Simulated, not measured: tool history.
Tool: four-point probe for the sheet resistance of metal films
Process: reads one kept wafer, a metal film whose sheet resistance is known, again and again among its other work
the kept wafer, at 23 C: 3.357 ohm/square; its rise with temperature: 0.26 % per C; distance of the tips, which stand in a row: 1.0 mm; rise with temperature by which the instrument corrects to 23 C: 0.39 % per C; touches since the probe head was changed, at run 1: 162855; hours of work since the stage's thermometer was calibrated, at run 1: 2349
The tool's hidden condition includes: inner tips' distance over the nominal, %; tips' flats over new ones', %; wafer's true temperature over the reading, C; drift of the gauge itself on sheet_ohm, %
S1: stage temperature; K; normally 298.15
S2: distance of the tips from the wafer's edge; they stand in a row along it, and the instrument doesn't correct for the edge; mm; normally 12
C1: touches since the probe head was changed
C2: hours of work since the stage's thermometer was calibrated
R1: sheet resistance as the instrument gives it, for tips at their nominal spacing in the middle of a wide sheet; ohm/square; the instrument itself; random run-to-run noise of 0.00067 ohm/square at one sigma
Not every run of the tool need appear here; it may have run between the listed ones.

| run | hour | S1 | S2 | C1 | C2 | R1 |
|---|---|---|---|---|---|---|
| 1 | 0 | 298.15 | 12 | 162855 | 2349 | 3.359705 |
| 2 | 65.9 | 298.15 | 12 | 165242 | 2383 | 3.360804 |
| 3 | 117.1 | 305.15 | 12 | 167097 | 2408 | 3.330553 |
| 4 | 186.9 | 305.15 | 12 | 169622 | 2444 | 3.33183 |
| 5 | 305.3 | 305.15 | 12 | 173910 | 2503 | 3.331986 |
| 6 | 371.1 | 298.15 | 12 | 176294 | 2536 | 3.360183 |
| 7 | 470.7 | 298.15 | 12 | 179901 | 2587 | 3.361385 |
| 8 | 566.7 | 298.15 | 12 | 183375 | 2635 | 3.361314 |
| 9 | 638.6 | 298.15 | 12 | 185980 | 2671 | 3.360679 |
| 10 | 713.6 | 298.15 | 12 | 188693 | 2709 | 3.361398 |
| 11 | 823.1 | 298.15 | 12 | 192661 | 2764 | 3.361452 |
| 12 | 875.9 | 298.15 | 12 | 194573 | 2791 | 3.360105 |
|  | 930.5 | stage's thermometer calibrated |
| 13 | 973.8 | 292.15 | 12 | 198100 | 22 | 3.387243 |
| 14 | 1053.5 | 296.15 | 29 | 200986 | 62 | 3.359056 |
| 15 | 1170.5 | 291.15 | 12 | 205219 | 121 | 3.392994 |
| 16 | 1270.1 | 291.15 | 20 | 208826 | 171 | 3.383837 |
|  | 1306.5 | new probe head fitted |
| 17 | 1331.7 | 304.15 | 20 | 913 | 202 | 3.328421 |
| 18 | 1449.5 | 304.15 | 20 | 5179 | 261 | 3.327337 |
| 19 | 1522.7 | 298.15 | 23 | 7826 | 298 | 3.351652 |
| 20 | 1629.2 | 299.15 | 23 | 11686 | 352 | 3.346417 |
| 21 | 1750.5 | 301.15 | 36 | 16075 | 413 | 3.336455 |

Each row is a separate what-if for the run after 21, all from the same tool condition, not one after another. Results?
| A | 1825.9 | 307.15 | 4 | 18809 | 451 | ? |
| B | 1825.9 | 301.15 | 7 | 18809 | 451 | ? |
| C | 1825.9 | 299.15 | 36 | 18809 | 451 | ? |
| D | 1825.9 | 299.15 | 36 | 18809 | 451 | ? |
| E | 1825.9 | 292.15 | 4 | 18809 | 451 | ? |

| run | R1 |
|---|---|
| A | 3.417785 |
| B | 3.372726 |
| C | 3.344068 |
| D | 3.345988 |
| E | 3.484577 |
With the hidden condition removed and each run's random variation left untouched, the same runs would have given:
| run | R1 |
|---|---|
| A | 3.41788 |
| B | 3.37282 |
| C | 3.344161 |
| D | 3.346082 |
| E | 3.484674 |
